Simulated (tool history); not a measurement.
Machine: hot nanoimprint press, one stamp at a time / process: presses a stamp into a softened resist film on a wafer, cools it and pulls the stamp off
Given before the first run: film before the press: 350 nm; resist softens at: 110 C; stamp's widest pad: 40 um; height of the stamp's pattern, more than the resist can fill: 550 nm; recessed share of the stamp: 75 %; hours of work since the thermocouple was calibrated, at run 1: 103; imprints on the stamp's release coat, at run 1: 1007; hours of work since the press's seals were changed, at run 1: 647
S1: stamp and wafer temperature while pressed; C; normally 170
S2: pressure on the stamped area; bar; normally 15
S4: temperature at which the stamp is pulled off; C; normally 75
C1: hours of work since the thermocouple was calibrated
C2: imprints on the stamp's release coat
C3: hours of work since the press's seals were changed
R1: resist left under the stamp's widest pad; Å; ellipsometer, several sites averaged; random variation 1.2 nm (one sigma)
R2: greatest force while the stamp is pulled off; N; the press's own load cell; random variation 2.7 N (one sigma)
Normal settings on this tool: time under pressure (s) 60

{"run": 1, "hour": 0.0, "S1": 170, "S2": 15, "time under pressure (s)": 60, "S4": 75, "C1": 103, "C2": 1007, "C3": 647, "R1": 1854, "R2": 124}
{"run": 2, "hour": 24.7, "S1": 170, "S2": 15, "time under pressure (s)": 60, "S4": 75, "C1": 118, "C2": 1066, "C3": 662, "R1": 1851, "R2": 125}
{"run": 3, "hour": 56.9, "S1": 170, "S2": 15, "time under pressure (s)": 60, "S4": 75, "C1": 136, "C2": 1143, "C3": 680, "R1": 1843, "R2": 132}
{"run": 4, "hour": 80.2, "S1": 170, "S2": 15, "time under pressure (s)": 60, "S4": 75, "C1": 150, "C2": 1198, "C3": 694, "R1": 1838, "R2": 126}
{"run": 5, "hour": 94.5, "S1": 170, "S2": 15, "time under pressure (s)": 60, "S4": 75, "C1": 158, "C2": 1232, "C3": 702, "R1": 1836, "R2": 127}
{"run": 6, "hour": 111.1, "S1": 170, "S2": 15, "time under pressure (s)": 60, "S4": 75, "C1": 167, "C2": 1272, "C3": 711, "R1": 1849, "R2": 126}
{"hour": 119.1, "done": "stamp cleaned and given a new release coat"}
{"run": 7, "hour": 144.8, "S1": 170, "S2": 15, "time under pressure (s)": 60, "S4": 75, "C1": 183, "C2": 61, "C3": 727, "R1": 1838, "R2": 124}
{"run": 8, "hour": 163.4, "S1": 170, "S2": 15, "time under pressure (s)": 60, "S4": 75, "C1": 194, "C2": 105, "C3": 738, "R1": 1860, "R2": 127}
{"run": 9, "hour": 184.9, "S1": 170, "S2": 15, "time under pressure (s)": 60, "S4": 75, "C1": 206, "C2": 156, "C3": 750, "R1": 1821, "R2": 123}
{"run": 10, "hour": 202.5, "S1": 170, "S2": 15, "time under pressure (s)": 60, "S4": 75, "C1": 216, "C2": 198, "C3": 760, "R1": 1851, "R2": 123}
{"run": 11, "hour": 226.5, "S1": 170, "S2": 12.5, "time under pressure (s)": 60, "S4": 75, "C1": 230, "C2": 255, "C3": 774, "R1": 2031, "R2": 127}
{"run": 12, "hour": 247.9, "S1": 167, "S2": 15, "time under pressure (s)": 60, "S4": 75, "C1": 243, "C2": 306, "C3": 787, "R1": 2000, "R2": 126}
{"run": 13, "hour": 265.5, "S1": 167, "S2": 15, "time under pressure (s)": 60, "S4": 75, "C1": 253, "C2": 348, "C3": 797, "R1": 2025, "R2": 126}
{"run": 14, "hour": 290.2, "S1": 161, "S2": 18.7, "time under pressure (s)": 60, "S4": 62, "C1": 267, "C2": 407, "C3": 811, "R1": 2154, "R2": 137}
{"run": 15, "hour": 307.2, "S1": 161, "S2": 18.7, "time under pressure (s)": 60, "S4": 62, "C1": 277, "C2": 448, "C3": 821, "R1": 2168, "R2": 135}
{"run": 16, "hour": 326.6, "S1": 174, "S2": 18.7, "time under pressure (s)": 60, "S4": 79, "C1": 288, "C2": 494, "C3": 832, "R1": 1467, "R2": 124}
{"run": 17, "hour": 352.1, "S1": 174, "S2": 18.7, "time under pressure (s)": 60, "S4": 79, "C1": 303, "C2": 555, "C3": 847, "R1": 1463, "R2": 123}
{"run": 18, "hour": 378.4, "S1": 174, "S2": 18.7, "time under pressure (s)": 60, "S4": 79, "C1": 318, "C2": 617, "C3": 862, "R1": 1475, "R2": 121}
{"run": 19, "hour": 407.5, "S1": 170, "S2": 23.7, "time under pressure (s)": 67, "S4": 82, "C1": 334, "C2": 686, "C3": 878, "R1": 1411, "R2": 115}
{"hour": 423.5, "done": "plate thermocouple calibrated"}
{"run": 20, "hour": 439.1, "S1": 170, "S2": 18.5, "time under pressure (s)": 79, "S4": 75, "C1": 9, "C2": 754, "C3": 895, "R1": 1518, "R2": 127}
{"run": 21, "hour": 457.6, "S1": 170, "S2": 18.5, "time under pressure (s)": 79, "S4": 75, "C1": 20, "C2": 798, "C3": 906, "R1": 1527, "R2": 126}
{"run": 22, "hour": 491.1, "S1": 162, "S2": 12.7, "time under pressure (s)": 39, "S4": 75, "C1": 39, "C2": 878, "C3": 925, "R1": 2646, "R2": 131}
{"run": 23, "hour": 505.5, "S1": 170, "S2": 15, "time under pressure (s)": 60, "S4": 72, "C1": 47, "C2": 913, "C3": 933, "R1": 1839, "R2": 129}
{"run": 24, "hour": 521.7, "S1": 170, "S2": 18.7, "time under pressure (s)": 61, "S4": 75, "C1": 57, "C2": 951, "C3": 942, "R1": 1659, "R2": 125}
{"run": 25, "hour": 550.9, "S1": 170, "S2": 18.5, "time under pressure (s)": 60, "S4": 79, "C1": 73, "C2": 1021, "C3": 959, "R1": 1669, "R2": 123}

What if the next run were any one of these 3? Each begins from the tool's condition after run 25:
{"run": "A", "hour": 571.6, "S1": 175, "S2": 15, "time under pressure (s)": 60, "S4": 81, "C1": 85, "C2": 1070, "C3": 971, "R1": "?", "R2": "?"}
{"run": "B", "hour": 571.6, "S1": 170, "S2": 15.7, "time under pressure (s)": 60, "S4": 82, "C1": 85, "C2": 1070, "C3": 971, "R1": "?", "R2": "?"}
{"run": "C", "hour": 571.6, "S1": 170, "S2": 15, "time under pressure (s)": 49, "S4": 75, "C1": 85, "C2": 1070, "C3": 971, "R1": "?", "R2": "?"}

run=A R1=1599 R2=122
run=B R1=1809 R2=120
run=C R1=1967 R2=130
Take away the tool's hidden state, keep each run's random variation, and the runs would have read:
run=A R1=1597 R2=121
run=B R1=1807 R2=119
run=C R1=1965 R2=129

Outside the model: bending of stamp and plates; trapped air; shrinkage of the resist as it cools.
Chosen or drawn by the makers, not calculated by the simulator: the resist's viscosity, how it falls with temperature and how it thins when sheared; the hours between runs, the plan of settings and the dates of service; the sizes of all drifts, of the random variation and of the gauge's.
